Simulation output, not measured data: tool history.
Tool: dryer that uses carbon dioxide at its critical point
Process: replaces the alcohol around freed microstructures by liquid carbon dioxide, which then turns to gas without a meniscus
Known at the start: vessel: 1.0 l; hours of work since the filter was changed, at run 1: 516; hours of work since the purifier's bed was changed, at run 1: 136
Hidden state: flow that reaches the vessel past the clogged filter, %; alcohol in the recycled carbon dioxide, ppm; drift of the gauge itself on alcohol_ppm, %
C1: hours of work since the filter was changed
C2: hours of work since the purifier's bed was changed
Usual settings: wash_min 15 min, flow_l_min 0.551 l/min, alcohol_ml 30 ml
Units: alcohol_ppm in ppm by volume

run 1 day=0 | wash_min=15 flow_l_min=0.551 alcohol_ml=30 | C1=516 C2=136 | alcohol_ppm=34
run 2 day=0.338 | wash_min=15 flow_l_min=0.551 alcohol_ml=30 | C1=521 C2=141 | alcohol_ppm=47
run 3 day=0.846 | wash_min=15 flow_l_min=0.551 alcohol_ml=30 | C1=528 C2=148 | alcohol_ppm=41
-- day=1.046 inlet filter changed
run 4 day=1.258 | wash_min=15 flow_l_min=0.551 alcohol_ml=109 | C1=3 C2=153 | alcohol_ppm=58
run 5 day=1.8 | wash_min=15 flow_l_min=0.551 alcohol_ml=109 | C1=11 C2=161 | alcohol_ppm=46
run 6 day=2.142 | wash_min=15 flow_l_min=0.551 alcohol_ml=30 | C1=16 C2=166 | alcohol_ppm=41
run 7 day=2.446 | wash_min=15 flow_l_min=0.365 alcohol_ml=30 | C1=20 C2=171 | alcohol_ppm=147
run 8 day=2.779 | wash_min=15 flow_l_min=0.384 alcohol_ml=30 | C1=25 C2=175 | alcohol_ppm=118
run 9 day=3.154 | wash_min=15 flow_l_min=0.384 alcohol_ml=30 | C1=31 C2=181 | alcohol_ppm=115
run 10 day=3.542 | wash_min=14 flow_l_min=0.532 alcohol_ml=30 | C1=36 C2=186 | alcohol_ppm=44
run 11 day=3.975 | wash_min=22 flow_l_min=0.753 alcohol_ml=37 | C1=42 C2=193 | alcohol_ppm=24
run 12 day=4.283 | wash_min=22 flow_l_min=0.753 alcohol_ml=37 | C1=47 C2=197 | alcohol_ppm=23
run 13 day=4.796 | wash_min=22 flow_l_min=0.753 alcohol_ml=107 | C1=54 C2=205 | alcohol_ppm=23

4 ways to go on from here, each from the tool as it stands after run 13. What would each give?
run A day=5.354 | wash_min=23 flow_l_min=0.461 alcohol_ml=30 | C1=62 C2=213 | alcohol_ppm=?
run B day=5.354 | wash_min=10 flow_l_min=0.551 alcohol_ml=30 | C1=62 C2=213 | alcohol_ppm=?
run C day=5.354 | wash_min=19 flow_l_min=0.753 alcohol_ml=107 | C1=62 C2=213 | alcohol_ppm=?
run D day=5.354 | wash_min=18 flow_l_min=0.772 alcohol_ml=59 | C1=62 C2=213 | alcohol_ppm=?

run=A alcohol_ppm=29
run=B alcohol_ppm=155
run=C alcohol_ppm=20
run=D alcohol_ppm=24
Without the tool's hidden state the same runs would have given:
run=A alcohol_ppm=8
run=B alcohol_ppm=128
run=C alcohol_ppm=0
run=D alcohol_ppm=4
